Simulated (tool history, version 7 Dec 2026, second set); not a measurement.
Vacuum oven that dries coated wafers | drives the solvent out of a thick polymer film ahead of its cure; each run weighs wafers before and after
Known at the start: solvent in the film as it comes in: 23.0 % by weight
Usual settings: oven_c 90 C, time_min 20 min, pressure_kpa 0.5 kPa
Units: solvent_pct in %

| run | hour | oven_c | time_min | pressure_kpa | solvent_pct |
|---|---|---|---|---|---|
| 1 | 0 | 90 | 20 | 0.5 | 2.6 |
| 2 | 25.1 | 90 | 20 | 0.5 | 2.67 |
| 3 | 49.2 | 90 | 20 | 0.5 | 2.69 |
| 4 | 75.2 | 90 | 32 | 0.5 | 0.93 |
| 5 | 100.4 | 100 | 20 | 0.5 | 0.6 |
| 6 | 130.3 | 100 | 20 | 0.5 | 0.63 |
| 7 | 154.2 | 90 | 20 | 0.5 | 2.75 |
| 8 | 168.5 | 90 | 33 | 0.48 | 0.82 |
| 9 | 183.4 | 92 | 27 | 1.78 | 1.3 |
| 10 | 196.4 | 90 | 20 | 1.525 | 2.91 |
| 11 | 226.1 | 85 | 24 | 1.23 | 3.66 |
| 12 | 249.3 | 95 | 20 | 1.455 | 1.7 |
| 13 | 269.4 | 104 | 15 | 1.98 | 0.97 |
| 14 | 287 | 97 | 26 | 0.446 | 0.51 |

Hidden state or all else? Some run-to-run changes of solvent_pct, split into what the settings, what came in and random variation would give without the hidden state, and what is left for the hidden state (with any gauge scatter that isn't in both results):
The hidden state here: true wafer temperature over the reading, C; true pressure over the reading, kPa; drift of the gauge itself on solvent_pct, %.
Run 6 -> 7: oven_c 100 -> 90. solvent_pct +2.12 %: hidden state +0.21, all else +1.91.
